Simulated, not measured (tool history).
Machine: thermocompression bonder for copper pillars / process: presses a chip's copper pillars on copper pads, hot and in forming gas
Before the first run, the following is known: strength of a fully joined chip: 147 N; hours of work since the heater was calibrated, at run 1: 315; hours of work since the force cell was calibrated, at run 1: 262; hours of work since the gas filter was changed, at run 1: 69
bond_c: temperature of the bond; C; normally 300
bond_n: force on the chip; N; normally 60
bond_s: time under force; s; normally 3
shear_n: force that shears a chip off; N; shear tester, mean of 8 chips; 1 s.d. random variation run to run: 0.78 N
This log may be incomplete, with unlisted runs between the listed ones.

| run | hour | bond_c | bond_n | bond_s | hours of work since the heater was calibrated | hours of work since the force cell was calibrated | hours of work since the gas filter was changed | shear_n |
|---|---|---|---|---|---|---|---|---|
| 1 | 0 | 300 | 60 | 3 | 315 | 262 | 69 | 53.4 |
| 2 | 7.4 | 300 | 60 | 3 | 320 | 267 | 74 | 55.8 |
| 3 | 22 | 300 | 60 | 3 | 329 | 277 | 84 | 53.8 |
| 4 | 35.6 | 300 | 60 | 5 | 338 | 286 | 93 | 64.8 |
| 5 | 47.3 | 300 | 60 | 5 | 346 | 294 | 101 | 66.3 |
| 6 | 54.5 | 300 | 76 | 3 | 351 | 298 | 106 | 67.3 |
| 7 | 69.1 | 300 | 76 | 3 | 361 | 308 | 115 | 68.3 |
| 8 | 77.6 | 300 | 76 | 3 | 366 | 314 | 121 | 66.4 |
| 9 | 89 | 318 | 60 | 3 | 374 | 321 | 128 | 67.2 |
| 10 | 100.1 | 300 | 60 | 3 | 381 | 329 | 136 | 53.5 |
| 11 | 112.7 | 300 | 60 | 3 | 390 | 337 | 144 | 53.3 |
| 12 | 122.3 | 300 | 60 | 3 | 396 | 343 | 151 | 53.2 |
| 13 | 135.7 | 289 | 60 | 3 | 405 | 352 | 159 | 45.6 |
| 14 | 148.8 | 289 | 60 | 3 | 414 | 361 | 168 | 45.4 |
| 15 | 156.7 | 289 | 56 | 3 | 419 | 366 | 173 | 42.6 |
| 16 | 167.2 | 289 | 56 | 3 | 426 | 373 | 180 | 42.5 |
| 17 | 180.9 | 300 | 60 | 3 | 435 | 382 | 189 | 51.8 |
| 18 | 187.8 | 300 | 60 | 3 | 439 | 387 | 194 | 52 |
| 19 | 201.5 | 300 | 60 | 3 | 449 | 396 | 203 | 51.7 |
|  | 204.5 | heater calibrated with a thermocouple chip |
| 20 | 217.5 | 300 | 40 | 3 | 9 | 405 | 212 | 32.3 |
| 21 | 225.3 | 328 | 69 | 7 | 14 | 410 | 218 | 99.5 |
|  | 231 | heater calibrated with a thermocouple chip, once more |
| 22 | 233.4 | 300 | 60 | 9 | 2 | 414 | 222 | 78.1 |
| 23 | 247.5 | 327 | 60 | 8 | 11 | 424 | 231 | 96 |
| 24 | 257.9 | 327 | 39 | 5 | 18 | 431 | 238 | 58.6 |
| 25 | 266.3 | 305 | 50 | 5 | 23 | 436 | 243 | 58.4 |
| 26 | 276.9 | 305 | 50 | 5 | 31 | 443 | 251 | 56.7 |
| 27 | 290.7 | 305 | 50 | 5 | 40 | 452 | 260 | 56.9 |
| 28 | 302.3 | 307 | 67 | 2 | 47 | 460 | 267 | 53.1 |
| 29 | 308.6 | 296 | 65 | 2 | 52 | 464 | 272 | 46.3 |
| 30 | 320 | 296 | 65 | 2 | 59 | 472 | 279 | 44.9 |
| 31 | 328.3 | 296 | 65 | 2 | 65 | 477 | 285 | 44.3 |
| 32 | 337.6 | 296 | 65 | 7 | 71 | 484 | 291 | 72.5 |
| 33 | 349.9 | 300 | 41 | 4 | 79 | 492 | 299 | 39.3 |
|  | 357.9 | forming gas filter changed |
| 34 | 357.9 | 300 | 41 | 4 | 84 | 497 | 0 | 43.3 |
| 35 | 367.5 | 274 | 55 | 4 | 90 | 503 | 6 | 40.3 |
| 36 | 380.7 | 322 | 51 | 5 | 99 | 512 | 15 | 75.7 |
| 37 | 391.1 | 277 | 51 | 5 | 106 | 519 | 22 | 43 |
| 38 | 406 | 321 | 68 | 2 | 116 | 529 | 32 | 68.9 |
| 39 | 418.3 | 279 | 68 | 4 | 124 | 537 | 40 | 53.4 |
| 40 | 431.9 | 300 | 61 | 4 | 133 | 546 | 49 | 61.9 |

How would selected steps in shear_n from run to run divide? Give the signed amount a tool lacking its hidden state would still show from settings, what came in and random variation, and the signed amount left for the hidden state, including any gauge scatter that is not in both of the compared results.
Unlogged tool condition in this case: true temperature of the bond over the reading, C; force that reaches the chip, % of what is set; oxide that the forming gas leaves, % of the face; drift of the gauge itself on shear_n, %.
Run 20 -> 21: bond_c 300 -> 328, bond_n 40 -> 69, bond_s 3 -> 7. shear_n +67.2 N: hidden state -6.8, all else +74.
Run 21 -> 22: bond_c 328 -> 300, bond_n 69 -> 60, bond_s 7 -> 9, heater calibrated with a thermocouple chip, once more. shear_n -21.4 N: hidden state +4.7, all else -26.1.
Run 23 -> 24: bond_n 60 -> 39, bond_s 8 -> 5. shear_n -37.4 N: hidden state +2.9, all else -40.3.
Run 32 -> 33: bond_c 296 -> 300, bond_n 65 -> 41, bond_s 7 -> 4. shear_n -33.2 N: hidden state +3.9, all else -37.1.
Run 35 -> 36: bond_c 274 -> 322, bond_n 55 -> 51, bond_s 4 -> 5. shear_n +35.4 N: hidden state -1.3, all else +36.7.
